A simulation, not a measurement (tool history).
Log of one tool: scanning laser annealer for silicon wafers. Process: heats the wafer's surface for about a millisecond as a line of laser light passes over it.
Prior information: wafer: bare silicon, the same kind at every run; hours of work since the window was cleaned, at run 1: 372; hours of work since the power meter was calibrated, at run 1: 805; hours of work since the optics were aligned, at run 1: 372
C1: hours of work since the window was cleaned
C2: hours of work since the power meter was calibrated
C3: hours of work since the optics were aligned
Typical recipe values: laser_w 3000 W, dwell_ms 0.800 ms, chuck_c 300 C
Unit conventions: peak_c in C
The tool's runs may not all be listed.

{"run": 1, "hour": 0.0, "laser_w": 3000, "dwell_ms": 0.8, "chuck_c": 300, "C1": 372, "C2": 805, "C3": 372, "peak_c": 1047}
{"run": 2, "hour": 33.3, "laser_w": 3000, "dwell_ms": 0.8, "chuck_c": 318, "C1": 391, "C2": 824, "C3": 391, "peak_c": 1066}
{"run": 3, "hour": 55.5, "laser_w": 3000, "dwell_ms": 0.8, "chuck_c": 318, "C1": 404, "C2": 837, "C3": 404, "peak_c": 1064}
{"run": 4, "hour": 89.1, "laser_w": 3000, "dwell_ms": 0.8, "chuck_c": 318, "C1": 424, "C2": 857, "C3": 424, "peak_c": 1061}
{"run": 5, "hour": 120.3, "laser_w": 3000, "dwell_ms": 0.8, "chuck_c": 300, "C1": 442, "C2": 875, "C3": 442, "peak_c": 1041}
{"run": 6, "hour": 150.6, "laser_w": 3000, "dwell_ms": 0.8, "chuck_c": 300, "C1": 460, "C2": 893, "C3": 460, "peak_c": 1038}
{"run": 7, "hour": 190.4, "laser_w": 3000, "dwell_ms": 0.8, "chuck_c": 300, "C1": 483, "C2": 916, "C3": 483, "peak_c": 1035}
{"run": 8, "hour": 217.1, "laser_w": 3000, "dwell_ms": 0.8, "chuck_c": 331, "C1": 499, "C2": 932, "C3": 499, "peak_c": 1068}
{"run": 9, "hour": 240.7, "laser_w": 3000, "dwell_ms": 0.8, "chuck_c": 331, "C1": 512, "C2": 946, "C3": 512, "peak_c": 1064}
{"hour": 263.2, "done": "window over the wafer cleaned"}
{"run": 10, "hour": 275.1, "laser_w": 3000, "dwell_ms": 0.8, "chuck_c": 300, "C1": 7, "C2": 964, "C3": 531, "peak_c": 1088}
{"run": 11, "hour": 304.0, "laser_w": 3000, "dwell_ms": 0.8, "chuck_c": 300, "C1": 24, "C2": 981, "C3": 548, "peak_c": 1085}
{"run": 12, "hour": 337.1, "laser_w": 3000, "dwell_ms": 0.8, "chuck_c": 300, "C1": 43, "C2": 1001, "C3": 568, "peak_c": 1088}
{"run": 13, "hour": 362.3, "laser_w": 3000, "dwell_ms": 0.872, "chuck_c": 300, "C1": 58, "C2": 1016, "C3": 582, "peak_c": 1120}
{"run": 14, "hour": 392.3, "laser_w": 3000, "dwell_ms": 0.872, "chuck_c": 300, "C1": 75, "C2": 1033, "C3": 600, "peak_c": 1115}
{"run": 15, "hour": 413.7, "laser_w": 3000, "dwell_ms": 0.872, "chuck_c": 300, "C1": 88, "C2": 1046, "C3": 612, "peak_c": 1115}
{"run": 16, "hour": 432.4, "laser_w": 3000, "dwell_ms": 0.872, "chuck_c": 300, "C1": 99, "C2": 1056, "C3": 623, "peak_c": 1112}
{"run": 17, "hour": 467.5, "laser_w": 3000, "dwell_ms": 0.8, "chuck_c": 339, "C1": 119, "C2": 1077, "C3": 644, "peak_c": 1120}
{"run": 18, "hour": 489.7, "laser_w": 3000, "dwell_ms": 0.8, "chuck_c": 339, "C1": 132, "C2": 1090, "C3": 657, "peak_c": 1116}
{"run": 19, "hour": 530.5, "laser_w": 3000, "dwell_ms": 0.8, "chuck_c": 339, "C1": 156, "C2": 1114, "C3": 681, "peak_c": 1113}
{"run": 20, "hour": 553.1, "laser_w": 3000, "dwell_ms": 0.8, "chuck_c": 300, "C1": 170, "C2": 1127, "C3": 694, "peak_c": 1071}
{"run": 21, "hour": 580.2, "laser_w": 3147, "dwell_ms": 0.936, "chuck_c": 280, "C1": 185, "C2": 1143, "C3": 710, "peak_c": 1169}
{"run": 22, "hour": 612.5, "laser_w": 3229, "dwell_ms": 0.671, "chuck_c": 278, "C1": 204, "C2": 1162, "C3": 729, "peak_c": 1055}
{"run": 23, "hour": 633.7, "laser_w": 3000, "dwell_ms": 0.828, "chuck_c": 323, "C1": 217, "C2": 1174, "C3": 741, "peak_c": 1102}
{"run": 24, "hour": 669.1, "laser_w": 2817, "dwell_ms": 0.732, "chuck_c": 330, "C1": 237, "C2": 1195, "C3": 762, "peak_c": 1003}
{"run": 25, "hour": 689.2, "laser_w": 2817, "dwell_ms": 0.732, "chuck_c": 330, "C1": 249, "C2": 1207, "C3": 773, "peak_c": 1001}
{"run": 26, "hour": 709.5, "laser_w": 2817, "dwell_ms": 0.732, "chuck_c": 330, "C1": 261, "C2": 1218, "C3": 785, "peak_c": 1000}
{"run": 27, "hour": 749.1, "laser_w": 2820, "dwell_ms": 0.923, "chuck_c": 335, "C1": 284, "C2": 1242, "C3": 809, "peak_c": 1082}
{"run": 28, "hour": 768.3, "laser_w": 3071, "dwell_ms": 0.677, "chuck_c": 322, "C1": 295, "C2": 1253, "C3": 820, "peak_c": 1043}
{"run": 29, "hour": 798.5, "laser_w": 3071, "dwell_ms": 0.677, "chuck_c": 322, "C1": 313, "C2": 1270, "C3": 837, "peak_c": 1038}
{"run": 30, "hour": 820.7, "laser_w": 3071, "dwell_ms": 0.677, "chuck_c": 322, "C1": 326, "C2": 1284, "C3": 850, "peak_c": 1041}
{"run": 31, "hour": 850.1, "laser_w": 3071, "dwell_ms": 0.677, "chuck_c": 322, "C1": 343, "C2": 1301, "C3": 868, "peak_c": 1038}
{"run": 32, "hour": 884.1, "laser_w": 3296, "dwell_ms": 0.677, "chuck_c": 300, "C1": 363, "C2": 1321, "C3": 887, "peak_c": 1082}
{"run": 33, "hour": 919.3, "laser_w": 3296, "dwell_ms": 0.677, "chuck_c": 300, "C1": 384, "C2": 1341, "C3": 908, "peak_c": 1079}
{"run": 34, "hour": 943.2, "laser_w": 3296, "dwell_ms": 0.915, "chuck_c": 285, "C1": 398, "C2": 1355, "C3": 922, "peak_c": 1188}
{"hour": 959.1, "done": "optics aligned, line set to its width"}
{"run": 35, "hour": 971.3, "laser_w": 3296, "dwell_ms": 0.915, "chuck_c": 285, "C1": 411, "C2": 1369, "C3": 7, "peak_c": 1197}
{"run": 36, "hour": 995.1, "laser_w": 2563, "dwell_ms": 0.8, "chuck_c": 300, "C1": 425, "C2": 1383, "C3": 21, "peak_c": 908}
{"run": 37, "hour": 1014.7, "laser_w": 2563, "dwell_ms": 0.8, "chuck_c": 300, "C1": 436, "C2": 1394, "C3": 33, "peak_c": 909}
{"run": 38, "hour": 1055.7, "laser_w": 2927, "dwell_ms": 0.787, "chuck_c": 300, "C1": 460, "C2": 1418, "C3": 56, "peak_c": 1017}
{"run": 39, "hour": 1080.2, "laser_w": 3000, "dwell_ms": 0.697, "chuck_c": 300, "C1": 475, "C2": 1432, "C3": 71, "peak_c": 998}
{"run": 40, "hour": 1098.5, "laser_w": 3030, "dwell_ms": 0.697, "chuck_c": 325, "C1": 485, "C2": 1443, "C3": 82, "peak_c": 1031}

Describe how what the log doesn't record of the tool's condition differs between the last listed run preceding each entry between runs and the first listed run following it.
From run 9 to run 10: window over the wafer cleaned (hour 263.2)
  light that passes the window, % of a clean one's: 94.41 -> 99.88; laser's true power over the reading, %: 0.68 -> 0.69; width of the line over the set one, %: 1.06 -> 1.1
  measured result minus the result with no hidden state, peak_c: -58 -> -2 C
From run 34 to run 35: optics aligned, line set to its width (hour 959.1)
  light that passes the window, % of a clean one's: 95.76 -> 95.61; width of the line over the set one, %: 1.93 -> 0.38
  measured result minus the result with no hidden state, peak_c: -58 -> -48 C

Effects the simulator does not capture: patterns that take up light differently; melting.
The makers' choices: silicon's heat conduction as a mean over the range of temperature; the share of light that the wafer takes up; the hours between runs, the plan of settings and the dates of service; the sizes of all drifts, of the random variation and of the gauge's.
